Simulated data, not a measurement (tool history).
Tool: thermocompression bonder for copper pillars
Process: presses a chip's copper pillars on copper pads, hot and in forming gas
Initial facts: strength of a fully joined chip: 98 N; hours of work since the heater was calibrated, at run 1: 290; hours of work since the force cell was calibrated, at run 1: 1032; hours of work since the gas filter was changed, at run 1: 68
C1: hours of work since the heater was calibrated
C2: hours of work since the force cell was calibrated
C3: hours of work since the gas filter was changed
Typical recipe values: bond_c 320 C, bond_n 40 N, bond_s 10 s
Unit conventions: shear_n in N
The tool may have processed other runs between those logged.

{"run": 1, "hour": 0.0, "bond_c": 320, "bond_n": 40, "bond_s": 10, "C1": 290, "C2": 1032, "C3": 68, "shear_n": 61.6}
{"run": 2, "hour": 57.7, "bond_c": 320, "bond_n": 40, "bond_s": 10, "C1": 325, "C2": 1066, "C3": 102, "shear_n": 60.9}
{"run": 3, "hour": 101.9, "bond_c": 320, "bond_n": 25, "bond_s": 10, "C1": 351, "C2": 1093, "C3": 129, "shear_n": 38.5}
{"hour": 136.3, "done": "forming gas filter changed"}
{"run": 4, "hour": 166.6, "bond_c": 320, "bond_n": 40, "bond_s": 10, "C1": 390, "C2": 1131, "C3": 18, "shear_n": 64.8}
{"run": 5, "hour": 201.5, "bond_c": 320, "bond_n": 40, "bond_s": 10, "C1": 411, "C2": 1152, "C3": 39, "shear_n": 63.6}
{"run": 6, "hour": 234.2, "bond_c": 320, "bond_n": 40, "bond_s": 10, "C1": 430, "C2": 1172, "C3": 59, "shear_n": 63.9}
{"run": 7, "hour": 301.8, "bond_c": 320, "bond_n": 40, "bond_s": 10, "C1": 471, "C2": 1213, "C3": 99, "shear_n": 62.4}
{"run": 8, "hour": 363.2, "bond_c": 320, "bond_n": 40, "bond_s": 10, "C1": 508, "C2": 1250, "C3": 136, "shear_n": 60.5}
{"hour": 386.1, "done": "forming gas filter changed"}
{"run": 9, "hour": 419.9, "bond_c": 320, "bond_n": 40, "bond_s": 10, "C1": 542, "C2": 1283, "C3": 20, "shear_n": 64.5}
{"run": 10, "hour": 467.8, "bond_c": 320, "bond_n": 40, "bond_s": 10, "C1": 571, "C2": 1312, "C3": 49, "shear_n": 63.9}
{"run": 11, "hour": 504.1, "bond_c": 320, "bond_n": 24, "bond_s": 10, "C1": 592, "C2": 1334, "C3": 71, "shear_n": 38.1}
{"run": 12, "hour": 553.5, "bond_c": 320, "bond_n": 24, "bond_s": 10, "C1": 622, "C2": 1364, "C3": 101, "shear_n": 38.1}
{"run": 13, "hour": 607.9, "bond_c": 320, "bond_n": 40, "bond_s": 11, "C1": 655, "C2": 1396, "C3": 133, "shear_n": 61.9}
{"hour": 616.8, "done": "heater calibrated with a thermocouple chip"}
{"hour": 635.7, "done": "forming gas filter changed"}
{"run": 14, "hour": 645.4, "bond_c": 320, "bond_n": 40, "bond_s": 11, "C1": 17, "C2": 1417, "C3": 6, "shear_n": 67}
{"run": 15, "hour": 696.6, "bond_c": 320, "bond_n": 40, "bond_s": 11, "C1": 48, "C2": 1448, "C3": 37, "shear_n": 67.2}
{"run": 16, "hour": 730.8, "bond_c": 320, "bond_n": 40, "bond_s": 11, "C1": 68, "C2": 1469, "C3": 57, "shear_n": 65.4}
{"run": 17, "hour": 792.3, "bond_c": 320, "bond_n": 40, "bond_s": 11, "C1": 105, "C2": 1506, "C3": 94, "shear_n": 63.5}
{"run": 18, "hour": 856.5, "bond_c": 346, "bond_n": 40, "bond_s": 10, "C1": 144, "C2": 1544, "C3": 133, "shear_n": 68.1}
{"hour": 887.0, "done": "forming gas filter changed"}
{"run": 19, "hour": 904.0, "bond_c": 346, "bond_n": 40, "bond_s": 10, "C1": 172, "C2": 1572, "C3": 10, "shear_n": 75}
{"run": 20, "hour": 935.8, "bond_c": 320, "bond_n": 40, "bond_s": 10, "C1": 191, "C2": 1591, "C3": 29, "shear_n": 64.6}
{"run": 21, "hour": 1009.9, "bond_c": 320, "bond_n": 25, "bond_s": 10, "C1": 236, "C2": 1636, "C3": 74, "shear_n": 40.2}
{"hour": 1066.0, "done": "heater calibrated with a thermocouple chip, once more"}
{"run": 22, "hour": 1073.5, "bond_c": 341, "bond_n": 29, "bond_s": 19, "C1": 5, "C2": 1673, "C3": 111, "shear_n": 64.1}
{"run": 23, "hour": 1133.2, "bond_c": 320, "bond_n": 52, "bond_s": 8, "C1": 40, "C2": 1709, "C3": 147, "shear_n": 70.2}
{"hour": 1137.6, "done": "forming gas filter changed"}
{"run": 24, "hour": 1202.2, "bond_c": 320, "bond_n": 52, "bond_s": 8, "C1": 82, "C2": 1750, "C3": 39, "shear_n": 75.2}
{"run": 25, "hour": 1236.3, "bond_c": 320, "bond_n": 52, "bond_s": 8, "C1": 102, "C2": 1770, "C3": 59, "shear_n": 75}
{"run": 26, "hour": 1292.8, "bond_c": 320, "bond_n": 52, "bond_s": 8, "C1": 136, "C2": 1804, "C3": 93, "shear_n": 72.9}
{"run": 27, "hour": 1356.6, "bond_c": 320, "bond_n": 52, "bond_s": 8, "C1": 174, "C2": 1843, "C3": 132, "shear_n": 71.9}
{"hour": 1385.7, "done": "forming gas filter changed"}
{"run": 28, "hour": 1390.6, "bond_c": 320, "bond_n": 52, "bond_s": 8, "C1": 194, "C2": 1863, "C3": 3, "shear_n": 77.7}
{"run": 29, "hour": 1432.8, "bond_c": 320, "bond_n": 53, "bond_s": 16, "C1": 220, "C2": 1888, "C3": 28, "shear_n": 87.8}
{"run": 30, "hour": 1496.7, "bond_c": 320, "bond_n": 53, "bond_s": 16, "C1": 258, "C2": 1927, "C3": 67, "shear_n": 85.9}
{"run": 31, "hour": 1556.7, "bond_c": 344, "bond_n": 55, "bond_s": 21, "C1": 294, "C2": 1963, "C3": 103, "shear_n": 89.8}
{"run": 32, "hour": 1628.8, "bond_c": 344, "bond_n": 55, "bond_s": 21, "C1": 338, "C2": 2006, "C3": 146, "shear_n": 84.6}
{"hour": 1635.0, "done": "forming gas filter changed"}
{"hour": 1656.3, "done": "force cell calibrated"}
{"run": 33, "hour": 1679.0, "bond_c": 298, "bond_n": 55, "bond_s": 6, "C1": 367, "C2": 14, "C3": 26, "shear_n": 64.5}
{"run": 34, "hour": 1749.2, "bond_c": 294, "bond_n": 55, "bond_s": 10, "C1": 409, "C2": 56, "C3": 68, "shear_n": 67.3}
{"run": 35, "hour": 1791.9, "bond_c": 320, "bond_n": 36, "bond_s": 13, "C1": 434, "C2": 81, "C3": 93, "shear_n": 59.7}
{"run": 36, "hour": 1832.7, "bond_c": 325, "bond_n": 28, "bond_s": 13, "C1": 459, "C2": 106, "C3": 118, "shear_n": 48.1}
{"run": 37, "hour": 1878.8, "bond_c": 344, "bond_n": 39, "bond_s": 6, "C1": 487, "C2": 134, "C3": 146, "shear_n": 56.5}
{"hour": 1888.0, "done": "forming gas filter changed"}
{"run": 38, "hour": 1922.6, "bond_c": 320, "bond_n": 24, "bond_s": 6, "C1": 513, "C2": 160, "C3": 21, "shear_n": 31.5}
{"run": 39, "hour": 1965.2, "bond_c": 320, "bond_n": 38, "bond_s": 25, "C1": 538, "C2": 185, "C3": 46, "shear_n": 74.7}

Here are 4 independent what-if runs from the current tool condition. What would each one return?
{"run": "A", "hour": 2014.5, "bond_c": 312, "bond_n": 27, "bond_s": 8, "C1": 568, "C2": 215, "C3": 76, "shear_n": "?"}
{"run": "B", "hour": 2014.5, "bond_c": 320, "bond_n": 26, "bond_s": 25, "C1": 568, "C2": 215, "C3": 76, "shear_n": "?"}
{"run": "C", "hour": 2014.5, "bond_c": 340, "bond_n": 38, "bond_s": 19, "C1": 568, "C2": 215, "C3": 76, "shear_n": "?"}
{"run": "D", "hour": 2014.5, "bond_c": 320, "bond_n": 33, "bond_s": 20, "C1": 568, "C2": 215, "C3": 76, "shear_n": "?"}

run=A shear_n=36.7
run=B shear_n=55
run=C shear_n=75.4
run=D shear_n=63
With the hidden condition removed and each run's random variation left untouched, the same runs would have given:
run=A shear_n=39
run=B shear_n=58.3
run=C shear_n=79.7
run=D shear_n=66.7
